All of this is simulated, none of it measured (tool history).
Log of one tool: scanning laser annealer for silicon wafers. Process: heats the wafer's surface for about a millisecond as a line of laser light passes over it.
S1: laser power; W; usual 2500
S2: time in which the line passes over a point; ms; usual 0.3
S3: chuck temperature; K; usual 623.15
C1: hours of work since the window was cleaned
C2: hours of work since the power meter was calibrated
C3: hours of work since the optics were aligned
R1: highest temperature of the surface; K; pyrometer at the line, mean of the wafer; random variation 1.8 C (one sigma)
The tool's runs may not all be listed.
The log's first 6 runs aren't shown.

run    hour    S1     S2      S3   C1    C2    C3       R1
  7   447.4  2716    0.3  623.15  183  1723   967  1398.15
  8   504.1  2716    0.3  623.15  207  1748   992  1399.15
  9   569.7  2716    0.3  623.15  236  1777  1021  1401.15
 10   617.6  2500    0.3  623.15  257  1798  1042  1345.15
 11     717  2500    0.3  623.15  301  1842  1085  1343.15
 12   758.9  2500   0.34  623.15  319  1860  1104  1393.15
 13   823.6  2500   0.34  623.15  348  1889  1132  1392.15
      890.9  -- optics aligned, line set to its width
 14   900.5  2500    0.3  623.15  379  1920     4  1340.15
 15   991.7  2500    0.3  623.15  419  1960    44  1344.15
 16  1090.2  2500    0.3  623.15  463  2004    88  1344.15
 17  1164.3  2500    0.3  623.15  495  2036   120  1343.15
 18  1256.3  2286    0.3  623.15  536  2077   160  1287.15
 19  1338.9  2286    0.3  623.15  572  2113   197  1285.15
     1376.1  -- window over the wafer cleaned
 20  1417.8  2286    0.3  623.15   18  2147   231  1286.15
 21  1462.1  2286    0.3  623.15   38  2166   250  1282.15
 22  1510.8  2286    0.3  623.15   59  2187   271  1286.15
 23  1586.5  2377  0.211  623.15   92  2221   305  1190.15
 24  1654.4  2366   0.25  655.15  122  2250   334  1273.15
 25  1728.3  2718  0.314  613.15  155  2283   367  1409.15
 26  1826.9  2718  0.314  613.15  198  2326   410  1408.15

The next listed run, before its measurement:
 27  1884.3  2718  0.295  636.15  223  2351  435   ?

R1: 1405.15 K
Without the tool's hidden state the same run would have given R1 1406.15 K.

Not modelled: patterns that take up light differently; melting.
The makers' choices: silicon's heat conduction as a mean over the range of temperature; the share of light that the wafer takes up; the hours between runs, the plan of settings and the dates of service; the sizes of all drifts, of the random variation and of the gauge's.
